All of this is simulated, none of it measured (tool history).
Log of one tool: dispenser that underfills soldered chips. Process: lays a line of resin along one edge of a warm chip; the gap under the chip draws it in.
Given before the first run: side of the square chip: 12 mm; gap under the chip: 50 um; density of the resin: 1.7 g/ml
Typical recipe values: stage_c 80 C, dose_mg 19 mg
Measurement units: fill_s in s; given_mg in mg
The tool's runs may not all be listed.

Run 1, hour 0: usual settings. Result: fill_s 234.2 s, given_mg 17.86 mg.
At hour 8.5: new syringe of resin.
Run 2, hour 10: usual settings. Result: fill_s 213.9 s, given_mg 17.84 mg.
Run 3, hour 16.7: usual settings. Result: fill_s 333 s, given_mg 17.55 mg.
At hour 20.9: new syringe of resin.
At hour 22.5: dispensing valve cleaned and set on the balance.
Run 4, hour 27.8: usual settings. Result: fill_s 276 s, given_mg 19.04 mg.
Run 5, hour 32.4: usual settings but stage_c 70 C. Result: fill_s 624.9 s, given_mg 18.86 mg.
At hour 34: new syringe of resin.
Run 6, hour 37.3: usual settings but stage_c 70 C. Result: fill_s 382.7 s, given_mg 18.92 mg.
At hour 46.3: new syringe of resin.
Run 7, hour 46.9: usual settings but stage_c 82 C. Result: fill_s 177.8 s, given_mg 18.9 mg.
Run 8, hour 56: usual settings but stage_c 82 C. Result: fill_s 320.4 s, given_mg 18.8 mg.
At hour 58.6: new syringe of resin.
Run 9, hour 61.2: usual settings but stage_c 82 C. Result: fill_s 200.2 s, given_mg 18.6 mg.
Run 10, hour 66.6: usual settings. Result: fill_s 317.5 s, given_mg 18.75 mg.
At hour 70.7: new syringe of resin.
Run 11, hour 71.5: usual settings but stage_c 79 C, dose_mg 23.6 mg. Result: fill_s 202.1 s, given_mg 23.15 mg.
Run 12, hour 77.4: usual settings but stage_c 94 C, dose_mg 22.1 mg. Result: fill_s 152.4 s, given_mg 21.64 mg.
At hour 82.6: new syringe of resin.
Run 13, hour 83.9: usual settings but stage_c 74 C, dose_mg 24.4 mg. Result: fill_s 275.9 s, given_mg 23.79 mg.
Run 14, hour 89.6: usual settings but stage_c 69 C, dose_mg 17.2 mg. Result: fill_s 552 s, given_mg 16.79 mg.
At hour 94.7: new syringe of resin.
Run 15, hour 94.7: usual settings but stage_c 89 C, dose_mg 16.4 mg. Result: fill_s 127.3 s, given_mg 16.05 mg.
Run 16, hour 98.7: usual settings but dose_mg 19.8 mg. Result: fill_s 249.7 s, given_mg 19.18 mg.
Run 17, hour 104.1: usual settings but dose_mg 17.1 mg. Result: fill_s 360.3 s, given_mg 16.66 mg.
At hour 106.9: new syringe of resin.
Run 18, hour 111.3: usual settings but stage_c 73 C, dose_mg 19.5 mg. Result: fill_s 358.4 s, given_mg 18.97 mg.
Run 19, hour 115.4: usual settings but stage_c 66 C, dose_mg 19.6 mg. Result: fill_s 688.8 s, given_mg 18.84 mg.
At hour 119.5: new syringe of resin.
Run 20, hour 123.3: usual settings but stage_c 92 C, dose_mg 18.1 mg. Result: fill_s 145.7 s, given_mg 17.36 mg.

Measured less the same run without the tool's hidden state. The same run-to-run variation is in both; the gauge's scatter may not be:
Hidden state at play: resin's viscosity, % of fresh resin's; dose that the valve gives, % of what is set; true chip temperature over the reading, C; drift of the gauge itself on fill_s, %; drift of the gauge itself on given_mg, %.
run  fill_s  given_mg
  1     +58     -1.12
  2   +33.9      -1.2
  3  +153.7     -1.25
  4   +98.5     -0.03
  5  +331.6     -0.07
  6   +89.1     -0.11
  7   +14.9     -0.17
  8  +160.8     -0.24
  9   +39.8     -0.28
 10  +139.5     -0.32
 11   +20.1     -0.44
 12   +59.5     -0.46
 13     +41     -0.57
 14    +233     -0.45
 15    +8.1     -0.45
 16   +70.3     -0.58
 17  +181.4     -0.54
 18  +108.5     -0.67
 19  +325.9      -0.7
 20   +42.9     -0.69
